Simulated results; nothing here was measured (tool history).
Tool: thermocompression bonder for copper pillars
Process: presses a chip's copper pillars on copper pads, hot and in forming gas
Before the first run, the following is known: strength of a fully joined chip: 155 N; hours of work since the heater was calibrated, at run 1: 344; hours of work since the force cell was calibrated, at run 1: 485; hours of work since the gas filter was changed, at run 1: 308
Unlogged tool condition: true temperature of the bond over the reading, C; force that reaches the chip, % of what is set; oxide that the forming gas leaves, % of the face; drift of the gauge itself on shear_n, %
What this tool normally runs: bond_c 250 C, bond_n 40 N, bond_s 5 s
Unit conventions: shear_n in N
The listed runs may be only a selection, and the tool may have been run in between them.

run     day  bond_c  bond_n  bond_s  hours of work since the heater was calibrated  hours of work since the force cell was calibrated  hours of work since the gas filter was changed  shear_n
  1       0     250      40       5                                            344                                                485                                             308    113.8
  2   1.092     250      40       5                                            356                                                498                                             321    114.1
  3   1.812     250      40       5                                            364                                                506                                             329    114.4
  4   2.396     250      40       5                                            371                                                513                                             336    114.7
  5   2.933     250      40       5                                            377                                                519                                             342    114.2
  6   3.933     250      40       5                                            389                                                530                                             353    113.3
  7   4.621     250      40       5                                            396                                                538                                             361    111.5
  8   5.625     250      40       5                                            408                                                550                                             373    113.5
  9   6.396     250      40       5                                            417                                                559                                             381    113.6
 10   7.112     250      40       5                                            425                                                567                                             390    112.4
 11   8.167     237      40       5                                            437                                                579                                             402    100.5
 12   8.758     250      40      11                                            444                                                586                                             408    130.9
 13    9.65     250      40      11                                            454                                                596                                             419    132.2
 14  10.171     250      40       5                                            460                                                602                                             425    113.6
     10.608  -- forming gas filter changed
 15  10.967     250      40      13                                            469                                                611                                               4    136.4
 16  12.125     250      40      13                                            482                                                624                                              17    138.7
 17  13.075     273      40      13                                            493                                                635                                              28    147.4
 18  13.567     273      40      13                                            498                                                640                                              34    149.3
 19  14.554     273      40      13                                            510                                                652                                              45      150
 20  15.312     250      51       5                                            518                                                660                                              54    126.8
 21  16.288     250      51       5                                            530                                                671                                              65    127.5
 22  16.938     250      50       8                                            537                                                679                                              72    138.7
 23  17.683     225      42       7                                            546                                                687                                              81    102.3
 24  18.571     225      42       7                                            556                                                698                                              91    100.6
 25  19.571     225      42       7                                            567                                                709                                             102    101.3
 26  20.579     269      49      13                                            579                                                721                                             114    149.5
 27  21.521     269      49      13                                            589                                                731                                             125      151
 28  22.192     250      40       3                                            597                                                739                                             132    103.8
 29  23.308     262      29       4                                            610                                                752                                             145    102.3
 30  24.317     230      40       5                                            621                                                763                                             157     95.5
 31  25.125     230      49      10                                            631                                                773                                             166    123.8
 32  25.962     250      40       4                                            640                                                782                                             176    110.7
 33  27.117     278      49      11                                            653                                                795                                             189    150.2
 34  28.204     278      49      11                                            666                                                808                                             201      150
 35  29.029     250      37       6                                            675                                                817                                             211    118.1
 36  29.562     249      59       6                                            681                                                823                                             217    137.3
 37  30.192     279      49       6                                            689                                                831                                             224    145.3
 38  31.312     279      49       6                                            701                                                843                                             237    145.2
 39   31.95     267      25       5                                            709                                                851                                             244    108.2
 40  32.817     250      38       5                                            719                                                861                                             254    112.9

Each row is a separate what-if for the run after 40, all from the same tool condition, not one after another. Results?
  A  33.296     250      38       3                                            724                                                866                                             259        ?
  B  33.296     255      51       9                                            724                                                866                                             259        ?
  C  33.296     250      40       5                                            724                                                866                                             259        ?

run  shear_n
  A      101
  B    143.4
  C    114.8
What these runs would have given with no unlogged condition in the tool:
run  shear_n
  A       99
  B    143.9
  C    113.3

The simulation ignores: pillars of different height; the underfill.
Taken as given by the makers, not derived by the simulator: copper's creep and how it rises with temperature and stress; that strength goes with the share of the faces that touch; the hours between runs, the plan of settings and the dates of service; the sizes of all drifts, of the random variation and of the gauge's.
